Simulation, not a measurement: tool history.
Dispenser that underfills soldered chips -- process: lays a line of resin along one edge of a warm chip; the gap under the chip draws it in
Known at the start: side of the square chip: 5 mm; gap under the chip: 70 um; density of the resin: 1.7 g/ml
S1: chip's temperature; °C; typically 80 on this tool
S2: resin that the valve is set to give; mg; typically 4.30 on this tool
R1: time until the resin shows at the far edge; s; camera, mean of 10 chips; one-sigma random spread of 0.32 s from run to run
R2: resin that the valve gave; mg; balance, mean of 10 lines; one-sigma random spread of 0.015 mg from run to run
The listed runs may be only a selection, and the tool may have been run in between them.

run 1 hour=0.0 | S1=80 S2=4.30 | R1=21.8 R2=4.12
run 2 hour=6.6 | S1=80 S2=4.30 | R1=13.1 R2=4.09
run 3 hour=12.9 | S1=80 S2=4.30 | R1=19.6 R2=4.13
run 4 hour=20.9 | S1=84 S2=4.30 | R1=10.3 R2=4.09
run 5 hour=25.3 | S1=84 S2=4.30 | R1=14.0 R2=4.07
run 6 hour=30.2 | S1=84 S2=4.30 | R1=19.6 R2=4.06
run 7 hour=34.3 | S1=84 S2=4.30 | R1=10.4 R2=4.06
run 8 hour=41.2 | S1=84 S2=4.30 | R1=16.6 R2=4.02
run 9 hour=44.9 | S1=80 S2=4.30 | R1=23.6 R2=4.01
run 10 hour=53.0 | S1=80 S2=4.30 | R1=14.1 R2=4.30
run 11 hour=58.1 | S1=80 S2=4.30 | R1=18.6 R2=4.28
run 12 hour=62.9 | S1=80 S2=4.30 | R1=26.7 R2=4.30
run 13 hour=71.1 | S1=80 S2=4.30 | R1=17.2 R2=4.25
run 14 hour=78.6 | S1=67 S2=4.30 | R1=42.3 R2=4.23
run 15 hour=83.1 | S1=67 S2=4.30 | R1=21.7 R2=4.22
run 16 hour=90.2 | S1=67 S2=4.30 | R1=34.1 R2=4.22
run 17 hour=93.5 | S1=67 S2=4.12 | R1=42.4 R2=4.00
run 18 hour=98.5 | S1=84 S2=4.38 | R1=13.0 R2=4.27
run 19 hour=102.8 | S1=80 S2=5.59 | R1=19.3 R2=5.42
run 20 hour=109.6 | S1=87 S2=5.40 | R1=9.3 R2=5.24
run 21 hour=116.6 | S1=85 S2=5.53 | R1=15.4 R2=5.29
run 22 hour=121.6 | S1=80 S2=3.71 | R1=27.0 R2=3.54
run 23 hour=129.1 | S1=80 S2=3.71 | R1=17.8 R2=3.53
run 24 hour=133.8 | S1=80 S2=3.71 | R1=23.2 R2=3.51
run 25 hour=141.1 | S1=80 S2=4.24 | R1=13.1 R2=3.99
run 26 hour=148.2 | S1=80 S2=3.94 | R1=21.6 R2=3.71
run 27 hour=155.9 | S1=84 S2=4.08 | R1=12.0 R2=3.81
run 28 hour=160.1 | S1=76 S2=4.50 | R1=19.9 R2=4.22
run 29 hour=164.0 | S1=91 S2=3.71 | R1=18.3 R2=3.44
run 30 hour=168.8 | S1=65 S2=3.90 | R1=46.4 R2=3.89
run 31 hour=174.0 | S1=71 S2=4.47 | R1=19.7 R2=4.41
run 32 hour=178.8 | S1=93 S2=5.26 | R1=13.6 R2=5.20
run 33 hour=184.9 | S1=93 S2=5.26 | R1=8.6 R2=5.20
run 34 hour=190.7 | S1=66 S2=5.50 | R1=25.3 R2=5.41

Taken out of this log: 15 entries between the listed runs. Where each belongs, and how the hidden state differs across it:
From run 1 to run 2: new syringe of resin (hour 4.4)
  resin's viscosity, % of fresh resin's: 193.2 -> 114.8; dose that the valve gives, % of what is set: 96.17 -> 95.79; true chip temperature over the reading, C: -1.6 -> -1.63
  measured result minus the result with no hidden state, R1: +11.0 -> +2.3 s; R2: -0.17 -> -0.19 mg
From run 3 to run 4: new syringe of resin (hour 19.5)
  resin's viscosity, % of fresh resin's: 171.8 -> 105.3; dose that the valve gives, % of what is set: 95.42 -> 94.9; true chip temperature over the reading, C: -1.66 -> -1.7
  measured result minus the result with no hidden state, R1: +8.7 -> +1.1 s; R2: -0.19 -> -0.22 mg
From run 6 to run 7: new syringe of resin (hour 34.0)
  resin's viscosity, % of fresh resin's: 192.4 -> 102.1; dose that the valve gives, % of what is set: 94.31 -> 94.06; true chip temperature over the reading, C: -1.75 -> -1.77
  measured result minus the result with no hidden state, R1: +10.0 -> +0.8 s; R2: -0.25 -> -0.25 mg
From run 9 to run 10: new syringe of resin (hour 48.8); dispensing valve cleaned and set on the balance (hour 52.7)
  resin's viscosity, % of fresh resin's: 202.1 -> 122.7; dose that the valve gives, % of what is set: 93.39 -> 100.07; true chip temperature over the reading, C: -1.82 -> -1.86
  measured result minus the result with no hidden state, R1: +12.7 -> +3.2 s; R2: -0.28 -> +0.00 mg
From run 12 to run 13: new syringe of resin (hour 64.7)
  resin's viscosity, % of fresh resin's: 231.6 -> 151.1; dose that the valve gives, % of what is set: 99.47 -> 98.96; true chip temperature over the reading, C: -1.91 -> -1.95
  measured result minus the result with no hidden state, R1: +15.6 -> +6.5 s; R2: -0.03 -> -0.05 mg
From run 14 to run 15: new syringe of resin (hour 79.3)
  resin's viscosity, % of fresh resin's: 245.3 -> 128.1; dose that the valve gives, % of what is set: 98.47 -> 98.21; true chip temperature over the reading, C: -1.99 -> -2.01
  measured result minus the result with no hidden state, R1: +26.1 -> +5.9 s; R2: -0.07 -> -0.08 mg
From run 17 to run 18: new syringe of resin (hour 94.4)
  resin's viscosity, % of fresh resin's: 249.6 -> 131.3; dose that the valve gives, % of what is set: 97.53 -> 97.2; true chip temperature over the reading, C: -2.06 -> -2.09
  measured result minus the result with no hidden state, R1: +26.4 -> +3.9 s; R2: -0.10 -> -0.12 mg
From run 19 to run 20: new syringe of resin (hour 109.2)
  resin's viscosity, % of fresh resin's: 173.5 -> 103; dose that the valve gives, % of what is set: 96.95 -> 96.53; true chip temperature over the reading, C: -2.11 -> -2.14
  measured result minus the result with no hidden state, R1: +8.8 -> +0.8 s; R2: -0.17 -> -0.19 mg
From run 22 to run 23: new syringe of resin (hour 123.8)
  resin's viscosity, % of fresh resin's: 223.1 -> 141.6; dose that the valve gives, % of what is set: 95.79 -> 95.34; true chip temperature over the reading, C: -2.2 -> -2.24
  measured result minus the result with no hidden state, R1: +15.8 -> +6.0 s; R2: -0.16 -> -0.18 mg
From run 24 to run 25: new syringe of resin (hour 139.0)
  resin's viscosity, % of fresh resin's: 192 -> 113.7; dose that the valve gives, % of what is set: 95.04 -> 94.61; true chip temperature over the reading, C: -2.26 -> -2.3
  measured result minus the result with no hidden state, R1: +12.1 -> +2.5 s; R2: -0.19 -> -0.23 mg
From run 26 to run 27: new syringe of resin (hour 153.6)
  resin's viscosity, % of fresh resin's: 179.7 -> 115; dose that the valve gives, % of what is set: 94.19 -> 93.71; true chip temperature over the reading, C: -2.34 -> -2.37
  measured result minus the result with no hidden state, R1: +10.5 -> +2.5 s; R2: -0.23 -> -0.26 mg
From run 29 to run 30: dispensing valve cleaned and set on the balance (hour 166.1)
  resin's viscosity, % of fresh resin's: 193.4 -> 247; dose that the valve gives, % of what is set: 93.21 -> 99.61; true chip temperature over the reading, C: -2.42 -> -2.43
  measured result minus the result with no hidden state, R1: +9.3 -> +29.3 s; R2: -0.26 -> -0.01 mg
From run 30 to run 31: new syringe of resin (hour 169.8)
  resin's viscosity, % of fresh resin's: 247 -> 130.3; dose that the valve gives, % of what is set: 99.61 -> 99.32; true chip temperature over the reading, C: -2.43 -> -2.46
  measured result minus the result with no hidden state, R1: +29.3 -> +5.7 s; R2: -0.01 -> -0.03 mg
From run 32 to run 33: new syringe of resin (hour 184.6)
  resin's viscosity, % of fresh resin's: 177.8 -> 101.3; dose that the valve gives, % of what is set: 99.03 -> 98.65; true chip temperature over the reading, C: -2.48 -> -2.51
  measured result minus the result with no hidden state, R1: +6.6 -> +0.6 s; R2: -0.05 -> -0.07 mg
